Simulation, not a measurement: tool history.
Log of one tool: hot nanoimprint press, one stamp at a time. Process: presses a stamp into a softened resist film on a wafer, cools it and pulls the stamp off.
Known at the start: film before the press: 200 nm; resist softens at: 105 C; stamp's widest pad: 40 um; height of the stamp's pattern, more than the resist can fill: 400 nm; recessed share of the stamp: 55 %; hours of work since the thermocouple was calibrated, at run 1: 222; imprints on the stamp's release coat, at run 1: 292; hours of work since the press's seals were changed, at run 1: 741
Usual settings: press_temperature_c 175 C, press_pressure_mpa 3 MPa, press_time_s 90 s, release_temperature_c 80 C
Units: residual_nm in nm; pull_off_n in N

| run | day | press_temperature_c | press_pressure_mpa | press_time_s | release_temperature_c | hours of work since the thermocouple was calibrated | imprints on the stamp's release coat | hours of work since the press's seals were changed | residual_nm | pull_off_n |
|---|---|---|---|---|---|---|---|---|---|---|
| 1 | 0 | 175 | 3 | 90 | 80 | 222 | 292 | 741 | 77.5 | 237 |
| 2 | 2.242 | 175 | 3 | 90 | 80 | 249 | 406 | 768 | 77.3 | 247 |
|  | 3.104 | plate thermocouple calibrated |
| 3 | 3.925 | 175 | 3 | 90 | 80 | 10 | 485 | 786 | 78.1 | 249 |
| 4 | 5.792 | 175 | 3 | 90 | 74 | 32 | 581 | 809 | 78 | 272 |
| 5 | 8.671 | 175 | 3 | 117 | 80 | 67 | 727 | 843 | 70.8 | 274 |
| 6 | 11.608 | 175 | 3 | 90 | 80 | 102 | 877 | 878 | 79.1 | 281 |
| 7 | 14.112 | 175 | 3 | 81 | 80 | 132 | 1005 | 908 | 82.6 | 274 |
| 8 | 15.792 | 175 | 3 | 90 | 80 | 152 | 1090 | 928 | 79.6 | 292 |
| 9 | 18.875 | 175 | 3 | 90 | 67 | 189 | 1248 | 965 | 79.8 | 366 |
|  | 20.846 | press's hydraulic seals changed and the load cell set to zero |
| 10 | 22.204 | 175 | 3 | 90 | 67 | 224 | 1400 | 16 | 78.2 | 374 |
|  | 22.658 | plate thermocouple calibrated, once more |
| 11 | 23.917 | 175 | 3 | 90 | 80 | 15 | 1481 | 35 | 75.6 | 313 |
| 12 | 27.017 | 175 | 3 | 90 | 80 | 52 | 1639 | 72 | 75.7 | 328 |
| 13 | 29.821 | 175 | 3 | 90 | 80 | 86 | 1782 | 106 | 75.7 | 338 |
| 14 | 31.688 | 182 | 3 | 90 | 80 | 108 | 1877 | 128 | 56.2 | 352 |
| 15 | 34.117 | 182 | 3 | 90 | 80 | 137 | 2001 | 157 | 55.9 | 343 |
|  | 36.492 | stamp cleaned and given a new release coat |
| 16 | 37.204 | 182 | 4.78 | 90 | 71 | 171 | 36 | 191 | 44.3 | 266 |
| 17 | 40.729 | 182 | 4.78 | 90 | 71 | 213 | 215 | 233 | 44.3 | 269 |
| 18 | 43.354 | 182 | 4.78 | 90 | 71 | 244 | 349 | 265 | 44 | 275 |
|  | 44.546 | plate thermocouple calibrated |
| 19 | 45.312 | 182 | 4.78 | 90 | 71 | 9 | 443 | 287 | 43.6 | 284 |
| 20 | 48.567 | 170 | 3.47 | 49 | 80 | 48 | 609 | 326 | 110 | 256 |
| 21 | 52.225 | 176 | 3.47 | 169 | 80 | 92 | 795 | 369 | 52.4 | 274 |
| 22 | 55.083 | 176 | 3.47 | 169 | 80 | 126 | 941 | 403 | 53.1 | 285 |
| 23 | 57.829 | 176 | 3.47 | 169 | 80 | 159 | 1081 | 436 | 53.5 | 298 |
| 24 | 60.317 | 170 | 3.87 | 107 | 75 | 189 | 1208 | 466 | 80.6 | 320 |
| 25 | 62.854 | 170 | 3.87 | 107 | 75 | 219 | 1337 | 496 | 80.9 | 342 |
| 26 | 65.425 | 166 | 3 | 142 | 80 | 250 | 1468 | 527 | 99.3 | 324 |
|  | 66.188 | plate thermocouple calibrated |
| 27 | 67.808 | 166 | 3 | 142 | 80 | 19 | 1583 | 554 | 96.7 | 322 |
| 28 | 71.538 | 166 | 3 | 142 | 80 | 64 | 1773 | 599 | 97.1 | 333 |
| 29 | 74.033 | 186 | 3 | 109 | 78 | 94 | 1901 | 629 | 44.1 | 340 |

5 ways to go on from here, each from the tool as it stands after run 29. What would each give?
| A | 76.942 | 175 | 2.24 | 90 | 80 | 129 | 2049 | 663 | ? | ? |
| B | 76.942 | 175 | 3 | 90 | 68 | 129 | 2049 | 663 | ? | ? |
| C | 76.942 | 175 | 2.41 | 109 | 85 | 129 | 2049 | 663 | ? | ? |
| D | 76.942 | 175 | 3 | 81 | 80 | 129 | 2049 | 663 | ? | ? |
| E | 76.942 | 169 | 3.07 | 51 | 78 | 129 | 2049 | 663 | ? | ? |

| run | residual_nm | pull_off_n |
|---|---|---|
| A | 88.3 | 355 |
| B | 77.2 | 428 |
| C | 79.7 | 328 |
| D | 80.8 | 352 |
| E | 119.1 | 364 |
Without the tool's hidden state the same runs would have given:
| run | residual_nm | pull_off_n |
|---|---|---|
| A | 86.4 | 226 |
| B | 75 | 272 |
| C | 77.8 | 208 |
| D | 78.5 | 224 |
| E | 116.3 | 232 |
